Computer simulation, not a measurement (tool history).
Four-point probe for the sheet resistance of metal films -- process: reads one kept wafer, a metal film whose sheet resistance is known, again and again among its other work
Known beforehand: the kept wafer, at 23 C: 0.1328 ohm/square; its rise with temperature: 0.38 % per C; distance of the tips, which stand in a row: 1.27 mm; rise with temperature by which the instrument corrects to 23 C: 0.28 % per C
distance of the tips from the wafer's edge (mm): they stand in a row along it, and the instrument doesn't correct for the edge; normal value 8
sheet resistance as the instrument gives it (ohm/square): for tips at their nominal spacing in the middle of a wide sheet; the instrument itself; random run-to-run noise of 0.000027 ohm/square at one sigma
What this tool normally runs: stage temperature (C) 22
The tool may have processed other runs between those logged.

run    hour  stage temperature (C)  distance of the tips from the wafer's edge (mm)  sheet resistance as the instrument gives it (ohm/square)
  1       0                     22                                                8                                                  0.134836
  2      67                     22                                                8                                                  0.134904
  3   137.8                     22                                                8                                                  0.134886
  4   197.4                     22                                                8                                                  0.134937
  5   251.5                     22                                                8                                                   0.13495
  6   290.4                     20                                                8                                                  0.134778
  7   334.7                     22                                               20                                                  0.133457
  8   366.7                     22                                               20                                                  0.133467
  9   405.5                     22                                               20                                                   0.13353
 10   459.8                     22                                               20                                                  0.133512
 11   519.9                     22                                               20                                                   0.13357
 12     589                     22                                               20                                                   0.13358
 13   637.4                     22                                               20                                                  0.133573
 14   701.4                     22                                                8                                                  0.135132
 15   763.5                     22                                                8                                                  0.135172
 16   799.1                     22                                                8                                                  0.135124
 17   863.8                     22                                                8                                                  0.135101
 18   916.9                     22                                                3                                                  0.145062
 19   969.7                     30                                               45                                                  0.134441
 20  1024.8                     26                                                9                                                  0.135376
 21    1059                     25                                                9                                                   0.13519
 22  1111.2                     31                                               16                                                  0.135033
 23  1176.4                     30                                               72                                                  0.134429
 24  1232.4                     30                                               54                                                  0.134512
 25  1282.1                     30                                               54                                                  0.134515
 26  1322.1                     30                                                8                                                  0.136282
 27  1362.8                     30                                                8                                                  0.136341
 28  1407.8                     34                                               40                                                  0.135077
 29  1458.4                     34                                               40                                                  0.135116
 30  1493.4                     25                                                8                                                  0.135723
 31  1527.2                     25                                               45                                                   0.13403
 32  1583.4                     21                                                4                                                  0.140313
 33  1630.1                     29                                               19                                                  0.134786
 34  1689.1                     29                                               19                                                   0.13474

Table of differences, measured result less the result of that run with no hidden state. Run-to-run variation is the same in both. Gauge scatter possibly is not:
What the log doesn't record here: inner tips' distance over the nominal, %; tips' flats over new ones', %; wafer's true temperature over the reading, C; drift of the gauge itself on sheet_ohm, %.
run  sheet resistance as the instrument gives it (ohm/square)
  1                                                 +0.000414
  2                                                 +0.000436
  3                                                 +0.000459
  4                                                 +0.000478
  5                                                 +0.000496
  6                                                 +0.000509
  7                                                 +0.000518
  8                                                 +0.000529
  9                                                 +0.000542
 10                                                  +0.00056
 11                                                 +0.000578
 12                                                 +0.000601
 13                                                 +0.000616
 14                                                 +0.000643
 15                                                 +0.000663
 16                                                 +0.000674
 17                                                 +0.000696
 18                                                 +0.000761
 19                                                 +0.000731
 20                                                  +0.00075
 21                                                 +0.000761
 22                                                 +0.000778
 23                                                 +0.000797
 24                                                 +0.000815
 25                                                 +0.000831
 26                                                 +0.000854
 27                                                 +0.000869
 28                                                  +0.00088
 29                                                 +0.000899
 30                                                 +0.000909
 31                                                 +0.000909
 32                                                 +0.000965
 33                                                  +0.00095
 34                                                 +0.000969
